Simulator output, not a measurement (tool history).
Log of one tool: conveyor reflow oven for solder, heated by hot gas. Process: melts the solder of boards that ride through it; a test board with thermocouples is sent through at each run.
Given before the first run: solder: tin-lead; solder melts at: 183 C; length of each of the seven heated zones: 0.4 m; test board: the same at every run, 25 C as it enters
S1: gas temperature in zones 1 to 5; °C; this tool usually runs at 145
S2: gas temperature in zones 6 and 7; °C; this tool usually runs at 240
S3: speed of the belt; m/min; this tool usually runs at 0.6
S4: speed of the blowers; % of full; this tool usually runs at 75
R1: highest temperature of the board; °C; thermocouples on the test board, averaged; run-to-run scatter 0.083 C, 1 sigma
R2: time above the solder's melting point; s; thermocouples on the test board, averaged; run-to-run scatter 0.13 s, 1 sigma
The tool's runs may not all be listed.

| run | hour | S1 | S2 | S3 | S4 | R1 | R2 |
|---|---|---|---|---|---|---|---|
| 1 | 0 | 145 | 240 | 0.6 | 75 | 229.03 | 71.8 |
| 2 | 82 | 145 | 240 | 0.6 | 75 | 229.02 | 72.1 |
| 3 | 169.3 | 145 | 240 | 0.6 | 75 | 228.9 | 71.9 |
|  | 236.3 | flux residue cleaned out of gas plates and filters |
| 4 | 248.3 | 145 | 244 | 0.6 | 75 | 233 | 74.4 |
| 5 | 315.4 | 145 | 244 | 0.6 | 75 | 233.13 | 74.8 |
| 6 | 361.7 | 145 | 244 | 0.6 | 75 | 233.04 | 74.5 |
| 7 | 413.9 | 145 | 244 | 0.6 | 75 | 232.99 | 75 |
| 8 | 457.3 | 145 | 244 | 0.6 | 75 | 233 | 74.7 |
|  | 479.1 | flux residue cleaned out of gas plates and filters |
| 9 | 509.8 | 136 | 240 | 0.6 | 75 | 228.69 | 69.6 |
| 10 | 576.4 | 136 | 240 | 0.6 | 75 | 228.62 | 69.3 |
|  | 645.6 | belt drive overhauled, speed set with a stopwatch |
| 11 | 677.7 | 136 | 240 | 0.6 | 75 | 228.8 | 70.3 |
|  | 725.7 | flux residue cleaned out of gas plates and filters |
| 12 | 732.6 | 136 | 240 | 0.6 | 75 | 229.43 | 71 |
| 13 | 787.3 | 136 | 240 | 0.6 | 75 | 229.49 | 70.8 |
| 14 | 875.7 | 136 | 240 | 0.6 | 75 | 229.34 | 70.8 |
| 15 | 918.5 | 136 | 240 | 0.6 | 75 | 229.3 | 70.9 |
|  | 967.9 | flux residue cleaned out of gas plates and filters |
| 16 | 1005.1 | 136 | 240 | 0.6 | 75 | 229.73 | 71.2 |
| 17 | 1103.8 | 136 | 240 | 0.6 | 75 | 229.58 | 71.4 |
|  | 1169.5 | belt drive overhauled, speed set with a stopwatch, once more |
| 18 | 1193.6 | 136 | 240 | 0.6 | 75 | 228.26 | 67.3 |
|  | 1214.2 | flux residue cleaned out of gas plates and filters |
| 19 | 1290.5 | 136 | 240 | 0.6 | 75 | 229.05 | 67.9 |
| 20 | 1358.3 | 136 | 233 | 0.6 | 75 | 222.53 | 64.3 |
|  | 1373.1 | thermocouples of zones 6 and 7 changed |
| 21 | 1402.3 | 145 | 240 | 0.663 | 75 | 225.68 | 62.2 |
|  | 1459.5 | flux residue cleaned out of gas plates and filters |
| 22 | 1471 | 145 | 240 | 0.663 | 75 | 226.01 | 62.6 |
| 23 | 1531.5 | 145 | 252 | 0.6 | 50 | 233.81 | 73.8 |
| 24 | 1624.4 | 145 | 252 | 0.6 | 50 | 233.49 | 73.9 |
| 25 | 1690 | 152 | 250 | 0.49 | 75 | 243.3 | 98 |
|  | 1702 | flux residue cleaned out of gas plates and filters |
| 26 | 1739.3 | 152 | 253 | 0.705 | 51 | 230.66 | 63.9 |
| 27 | 1781.5 | 160 | 240 | 0.628 | 71 | 229.34 | 74.9 |
| 28 | 1857.4 | 160 | 240 | 0.628 | 71 | 229.36 | 74.9 |
|  | 1948.3 | flux residue cleaned out of gas plates and filters |
| 29 | 1952 | 145 | 240 | 0.669 | 75 | 226.72 | 63.3 |

Below are 4 alternative next runs, each starting from the tool's condition after run 29. Predict each:
| A | 2020.9 | 131 | 240 | 0.6 | 79 | ? | ? |
| B | 2020.9 | 145 | 240 | 0.6 | 56 | ? | ? |
| C | 2020.9 | 145 | 241 | 0.6 | 70 | ? | ? |
| D | 2020.9 | 159 | 252 | 0.669 | 75 | ? | ? |

| run | R1 | R2 |
|---|---|---|
| A | 228.57 | 67.6 |
| B | 225.9 | 70 |
| C | 229.68 | 72.6 |
| D | 239.33 | 73.9 |
With no hidden state in the tool, these same runs would have given:
| run | R1 | R2 |
|---|---|---|
| A | 227.17 | 65.5 |
| B | 224.46 | 67.8 |
| C | 228.29 | 70.5 |
| D | 237.96 | 72 |
